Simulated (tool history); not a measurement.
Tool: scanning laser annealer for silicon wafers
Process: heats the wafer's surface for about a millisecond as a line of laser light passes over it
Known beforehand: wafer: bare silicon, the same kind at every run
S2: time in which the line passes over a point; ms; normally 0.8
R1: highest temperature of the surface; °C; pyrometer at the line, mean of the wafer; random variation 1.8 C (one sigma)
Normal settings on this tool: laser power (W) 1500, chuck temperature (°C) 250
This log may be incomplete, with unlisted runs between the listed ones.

{"run": 1, "day": 0.0, "laser power (W)": 1500, "S2": 0.8, "chuck temperature (°C)": 250, "R1": 1023}
{"run": 2, "day": 0.446, "laser power (W)": 1500, "S2": 0.8, "chuck temperature (°C)": 234, "R1": 1001}
{"run": 3, "day": 1.158, "laser power (W)": 1500, "S2": 0.8, "chuck temperature (°C)": 234, "R1": 1001}
{"run": 4, "day": 1.646, "laser power (W)": 1500, "S2": 0.8, "chuck temperature (°C)": 250, "R1": 1021}
{"run": 5, "day": 2.146, "laser power (W)": 1500, "S2": 0.8, "chuck temperature (°C)": 250, "R1": 1021}
{"run": 6, "day": 2.833, "laser power (W)": 1500, "S2": 0.8, "chuck temperature (°C)": 250, "R1": 1022}
{"run": 7, "day": 3.525, "laser power (W)": 1500, "S2": 0.8, "chuck temperature (°C)": 250, "R1": 1020}
{"run": 8, "day": 3.908, "laser power (W)": 1500, "S2": 0.8, "chuck temperature (°C)": 250, "R1": 1017}
{"run": 9, "day": 4.629, "laser power (W)": 1500, "S2": 0.585, "chuck temperature (°C)": 250, "R1": 900}
{"run": 10, "day": 5.021, "laser power (W)": 1500, "S2": 0.585, "chuck temperature (°C)": 250, "R1": 900}
{"run": 11, "day": 5.733, "laser power (W)": 1500, "S2": 0.8, "chuck temperature (°C)": 250, "R1": 1017}
{"run": 12, "day": 6.121, "laser power (W)": 1500, "S2": 0.8, "chuck temperature (°C)": 266, "R1": 1035}
{"run": 13, "day": 6.508, "laser power (W)": 1500, "S2": 0.8, "chuck temperature (°C)": 266, "R1": 1031}
{"run": 14, "day": 7.054, "laser power (W)": 1500, "S2": 0.8, "chuck temperature (°C)": 266, "R1": 1029}
{"run": 15, "day": 7.658, "laser power (W)": 1349, "S2": 0.8, "chuck temperature (°C)": 266, "R1": 955}
{"run": 16, "day": 8.408, "laser power (W)": 1283, "S2": 0.8, "chuck temperature (°C)": 250, "R1": 908}
{"run": 17, "day": 8.8, "laser power (W)": 1283, "S2": 0.8, "chuck temperature (°C)": 250, "R1": 906}
{"run": 18, "day": 9.129, "laser power (W)": 1283, "S2": 0.8, "chuck temperature (°C)": 250, "R1": 904}
{"run": 19, "day": 9.633, "laser power (W)": 1283, "S2": 0.8, "chuck temperature (°C)": 250, "R1": 901}
{"run": 20, "day": 10.1, "laser power (W)": 1389, "S2": 0.8, "chuck temperature (°C)": 250, "R1": 955}
{"run": 21, "day": 10.646, "laser power (W)": 1500, "S2": 0.8, "chuck temperature (°C)": 256, "R1": 1022}
{"run": 22, "day": 11.342, "laser power (W)": 1296, "S2": 0.568, "chuck temperature (°C)": 220, "R1": 767}
{"run": 23, "day": 12.046, "laser power (W)": 1284, "S2": 0.964, "chuck temperature (°C)": 239, "R1": 960}
{"run": 24, "day": 12.421, "laser power (W)": 1540, "S2": 0.8, "chuck temperature (°C)": 212, "R1": 994}
{"run": 25, "day": 12.888, "laser power (W)": 1302, "S2": 0.747, "chuck temperature (°C)": 235, "R1": 871}
{"run": 26, "day": 13.458, "laser power (W)": 1302, "S2": 0.692, "chuck temperature (°C)": 217, "R1": 828}
{"run": 27, "day": 13.842, "laser power (W)": 1582, "S2": 0.659, "chuck temperature (°C)": 259, "R1": 984}
{"run": 28, "day": 14.575, "laser power (W)": 1500, "S2": 0.814, "chuck temperature (°C)": 231, "R1": 998}
{"run": 29, "day": 15.283, "laser power (W)": 1328, "S2": 0.8, "chuck temperature (°C)": 220, "R1": 892}
{"run": 30, "day": 15.779, "laser power (W)": 1500, "S2": 0.674, "chuck temperature (°C)": 238, "R1": 929}
{"run": 31, "day": 16.5, "laser power (W)": 1500, "S2": 0.674, "chuck temperature (°C)": 238, "R1": 927}
{"run": 32, "day": 17.254, "laser power (W)": 1649, "S2": 0.923, "chuck temperature (°C)": 250, "R1": 1151}
{"run": 33, "day": 17.858, "laser power (W)": 1510, "S2": 0.8, "chuck temperature (°C)": 230, "R1": 992}
{"run": 34, "day": 18.467, "laser power (W)": 1510, "S2": 0.8, "chuck temperature (°C)": 230, "R1": 989}
{"day": 19.221, "done": "window over the wafer cleaned"}
{"run": 35, "day": 19.254, "laser power (W)": 1500, "S2": 0.809, "chuck temperature (°C)": 240, "R1": 1022}
{"day": 19.579, "done": "optics aligned, line set to its width"}
{"run": 36, "day": 19.975, "laser power (W)": 1305, "S2": 0.753, "chuck temperature (°C)": 255, "R1": 920}
{"run": 37, "day": 20.65, "laser power (W)": 1305, "S2": 0.753, "chuck temperature (°C)": 255, "R1": 919}
{"run": 38, "day": 21.225, "laser power (W)": 1305, "S2": 0.753, "chuck temperature (°C)": 255, "R1": 920}
{"run": 39, "day": 21.992, "laser power (W)": 1500, "S2": 0.839, "chuck temperature (°C)": 283, "R1": 1090}
{"run": 40, "day": 22.733, "laser power (W)": 1639, "S2": 0.599, "chuck temperature (°C)": 256, "R1": 993}
{"run": 41, "day": 23.479, "laser power (W)": 1500, "S2": 0.632, "chuck temperature (°C)": 250, "R1": 944}

Hidden state or all else? Some run-to-run changes of R1, split into what the settings, what came in and random variation would give without the hidden state, and what is left for the hidden state (with any gauge scatter that isn't in both results):
Hidden state at play: light that passes the window, % of a clean one's; laser's true power over the reading, %; width of the line over the set one, %; drift of the gauge itself on peak_c, C.
Run 21 -> 22: laser power (W) 1500 -> 1296, S2 0.8 -> 0.568, chuck temperature (°C) 256 -> 220. R1 -255 °C: hidden state +6, all else -261.
Run 22 -> 23: laser power (W) 1296 -> 1284, S2 0.568 -> 0.964, chuck temperature (°C) 220 -> 239. R1 +193 °C: hidden state -6, all else +199.
Run 31 -> 32: laser power (W) 1500 -> 1649, S2 0.674 -> 0.923, chuck temperature (°C) 238 -> 250. R1 +224 °C: hidden state -9, all else +233.
Run 34 -> 35: laser power (W) 1510 -> 1500, S2 0.8 -> 0.809, chuck temperature (°C) 230 -> 240, window over the wafer cleaned. R1 +33 °C: hidden state +21, all else +12.
Run 35 -> 36: laser power (W) 1500 -> 1305, S2 0.809 -> 0.753, chuck temperature (°C) 240 -> 255, optics aligned, line set to its width. R1 -102 °C: hidden state +11, all else -113.
